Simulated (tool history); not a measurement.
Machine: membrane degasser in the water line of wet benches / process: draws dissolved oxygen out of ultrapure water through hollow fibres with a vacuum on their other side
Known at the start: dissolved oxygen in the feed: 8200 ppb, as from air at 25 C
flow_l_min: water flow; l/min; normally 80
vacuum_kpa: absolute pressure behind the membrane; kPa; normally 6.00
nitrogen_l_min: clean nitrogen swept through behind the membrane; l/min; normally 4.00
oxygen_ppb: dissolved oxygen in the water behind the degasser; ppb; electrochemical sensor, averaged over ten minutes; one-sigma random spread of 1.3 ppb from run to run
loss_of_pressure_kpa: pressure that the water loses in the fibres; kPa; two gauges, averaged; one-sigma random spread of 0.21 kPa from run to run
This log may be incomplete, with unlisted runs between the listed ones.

run	hour	flow_l_min	vacuum_kpa	nitrogen_l_min	oxygen_ppb	loss_of_pressure_kpa
1	0.0	80	6.00	4.00	133.7	47.05
2	147.2	80	6.00	4.00	134.9	47.23
3	250.9	80	7.97	4.00	222.0	47.38
4	414.4	80	7.97	4.00	217.9	47.05
5	549.9	80	7.97	4.00	220.9	47.48
6	618.5	80	7.97	4.00	221.9	47.43
7	734.0	80	6.00	4.00	134.6	47.32
8	866.8	80	6.00	4.00	134.4	47.65
9	941.5	52	6.00	4.00	88.9	31.01
10	1058.9	80	10.67	4.00	332.1	47.23
11	1143.8	96	10.67	4.00	396.7	56.39
# hour 1193.9: seals of the vacuum lines changed
12	1229.2	96	10.67	4.00	397.6	57.18
13	1317.6	96	10.67	4.00	387.5	56.94
14	1431.9	96	10.67	4.00	394.1	57.11
15	1580.2	96	10.67	4.00	388.7	57.21
16	1698.6	96	10.67	4.00	395.2	57.40
17	1803.5	80	10.17	4.00	319.5	47.68
18	1875.4	80	7.78	4.81	181.2	47.76
19	1995.1	71	12.78	5.39	294.2	42.43
20	2121.0	71	12.78	5.39	294.1	42.55
21	2234.6	124	12.54	7.54	357.0	74.27
22	2315.7	65	6.00	11.51	44.9	38.74
23	2455.7	124	11.57	4.00	549.5	74.04
24	2596.9	57	10.31	3.59	260.8	33.92
25	2684.4	127	10.31	6.82	317.6	75.83
26	2828.0	53	5.53	2.30	132.8	31.57
27	2959.2	49	8.89	1.98	310.6	29.60
28	3118.5	121	13.44	4.00	632.4	72.54
29	3279.9	71	6.00	8.75	63.1	42.55
30	3398.6	71	6.00	8.75	65.6	42.42
31	3497.0	67	6.00	8.75	61.1	40.02
32	3585.1	59	8.26	4.00	180.8	35.68

Measured less the same run without the tool's hidden state. The same run-to-run variation is in both; the gauge's scatter may not be:
Hidden conditions of the tool in this case: membrane still open, %; true pressure behind the membrane over the reading, kPa; air that leaks in behind the membrane, l/min; drift of the gauge itself on oxygen_ppb, %; drift of the gauge itself on loss_of_pressure_kpa, %.
run	oxygen_ppb	loss_of_pressure_kpa
1	+5.0	+0.53
2	+5.4	+0.57
3	+6.2	+0.60
4	+6.6	+0.64
5	+7.1	+0.69
6	+7.3	+0.70
7	+7.1	+0.73
8	+7.4	+0.77
9	+5.6	+0.51
10	+9.1	+0.81
11	+10.4	+1.00
12	+8.8	+1.04
13	+8.9	+1.06
14	+9.5	+1.10
15	+9.8	+1.15
16	+10.4	+1.19
17	+9.3	+1.02
18	+8.2	+1.03
19	+7.0	+0.95
20	+7.2	+0.98
21	+9.8	+1.75
22	+3.8	+0.94
23	+16.1	+1.85
24	+9.3	+0.88
25	+12.5	+1.99
26	+13.5	+0.85
27	+14.3	+0.82
28	+17.7	+2.08
29	+6.5	+1.27
30	+6.9	+1.29
31	+6.5	+1.24
32	+11.2	+1.12

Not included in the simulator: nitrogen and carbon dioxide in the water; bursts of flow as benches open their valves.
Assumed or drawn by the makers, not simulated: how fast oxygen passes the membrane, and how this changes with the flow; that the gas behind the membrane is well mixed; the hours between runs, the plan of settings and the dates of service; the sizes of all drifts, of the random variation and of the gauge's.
